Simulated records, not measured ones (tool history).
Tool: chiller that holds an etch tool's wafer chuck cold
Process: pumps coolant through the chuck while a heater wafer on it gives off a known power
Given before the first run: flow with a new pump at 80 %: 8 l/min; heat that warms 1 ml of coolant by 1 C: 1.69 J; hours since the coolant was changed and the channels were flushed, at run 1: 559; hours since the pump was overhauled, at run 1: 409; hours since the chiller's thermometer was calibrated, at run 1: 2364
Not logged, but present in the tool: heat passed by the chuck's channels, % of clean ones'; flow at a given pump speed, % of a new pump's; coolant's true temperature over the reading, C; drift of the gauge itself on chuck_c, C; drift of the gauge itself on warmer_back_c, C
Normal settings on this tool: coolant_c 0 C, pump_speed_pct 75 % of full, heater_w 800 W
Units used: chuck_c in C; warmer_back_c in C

| run | hour | coolant_c | pump_speed_pct | heater_w | hours since the coolant was changed and the channels were flushed | hours since the pump was overhauled | hours since the chiller's thermometer was calibrated | chuck_c | warmer_back_c |
|---|---|---|---|---|---|---|---|---|---|
| 1 | 0 | 0 | 75 | 800 | 559 | 409 | 2364 | 8.9 | 3.76 |
| 2 | 126.7 | 0 | 91 | 800 | 686 | 535 | 2491 | 7.7 | 3.07 |
| 3 | 225.1 | 0 | 75 | 657 | 785 | 634 | 2590 | 7.5 | 3.13 |
| 4 | 343.1 | 0 | 75 | 657 | 903 | 752 | 2708 | 7.5 | 3.13 |
| 5 | 497.8 | 0 | 75 | 657 | 1057 | 906 | 2862 | 7.5 | 3.15 |
| 6 | 612.6 | 0 | 75 | 657 | 1172 | 1021 | 2977 | 7.7 | 3.15 |
| 7 | 725.5 | 0 | 75 | 657 | 1285 | 1134 | 3090 | 7.6 | 3.18 |
| 8 | 796.3 | 0 | 75 | 800 | 1356 | 1205 | 3161 | 9.2 | 3.83 |
|  | 860.3 | chiller's thermometer calibrated |
| 9 | 866.8 | 0 | 86 | 800 | 1425 | 1274 | 7 | 7.5 | 3.31 |
| 10 | 978.8 | 0 | 86 | 800 | 1537 | 1387 | 119 | 7.6 | 3.37 |
| 11 | 1089.2 | 0 | 89 | 800 | 1648 | 1497 | 229 | 7.3 | 3.17 |
| 12 | 1170.6 | 0 | 86 | 800 | 1729 | 1578 | 310 | 7.4 | 3.3 |
| 13 | 1296.6 | -9 | 75 | 800 | 1855 | 1704 | 436 | -0.3 | 3.88 |
| 14 | 1420.8 | 0 | 94 | 800 | 1979 | 1828 | 561 | 7.2 | 3.04 |
| 15 | 1555.3 | 0 | 94 | 800 | 2114 | 1963 | 695 | 7.1 | 3.03 |
| 16 | 1639.1 | 0 | 94 | 800 | 2198 | 2047 | 779 | 7.4 | 3.03 |
| 17 | 1713.9 | 0 | 94 | 800 | 2272 | 2122 | 854 | 7.2 | 3.03 |
| 18 | 1813.6 | 1 | 79 | 1058 | 2372 | 2221 | 953 | 12.5 | 4.81 |
| 19 | 1941.1 | 5 | 75 | 800 | 2500 | 2349 | 1081 | 14 | 3.86 |
| 20 | 2039.5 | 5 | 87 | 534 | 2598 | 2447 | 1179 | 10.5 | 2.18 |
| 21 | 2181.9 | 5 | 93 | 562 | 2740 | 2590 | 1322 | 10.6 | 2.15 |
| 22 | 2327.9 | 5 | 99 | 625 | 2886 | 2736 | 1468 | 10.8 | 2.26 |
| 23 | 2396.1 | 0 | 99 | 1104 | 2955 | 2804 | 1536 | 10.1 | 4.04 |
| 24 | 2468.6 | -5 | 60 | 431 | 3027 | 2876 | 1608 | 1.1 | 2.67 |
| 25 | 2612.2 | -5 | 60 | 431 | 3171 | 3020 | 1752 | 1.4 | 2.69 |
| 26 | 2685 | -5 | 60 | 431 | 3243 | 3093 | 1825 | 1.2 | 2.69 |
| 27 | 2749.6 | -5 | 60 | 431 | 3308 | 3157 | 1889 | 1.4 | 2.7 |
| 28 | 2865 | -1 | 77 | 750 | 3424 | 3273 | 2005 | 7.9 | 3.62 |
| 29 | 2934.8 | -1 | 77 | 750 | 3493 | 3342 | 2075 | 7.9 | 3.62 |
| 30 | 3047.1 | 5 | 81 | 750 | 3606 | 3455 | 2187 | 13.6 | 3.39 |
| 31 | 3118.9 | 5 | 81 | 541 | 3677 | 3527 | 2259 | 11.4 | 2.42 |
| 32 | 3245 | -3 | 72 | 800 | 3804 | 3653 | 2385 | 7.2 | 4.14 |
| 33 | 3374 | -8 | 78 | 695 | 3933 | 3782 | 2514 | 0.4 | 3.32 |

What differs in the tool's unlogged condition from the final listed run ahead of each entry between runs to the first listed run following it?
Runs 8 to 9: chiller's thermometer calibrated (hour 860.3)
  heat passed by the chuck's channels, % of clean ones': 95.4 -> 95.2; flow at a given pump speed, % of a new pump's: 99.5 -> 99.4; coolant's true temperature over the reading, C: 0.75 -> -0.03
  difference, measured minus the result without the unlogged condition, chuck_c: +1 -> +0.2 C; warmer_back_c: +0.02 -> +0.02 C
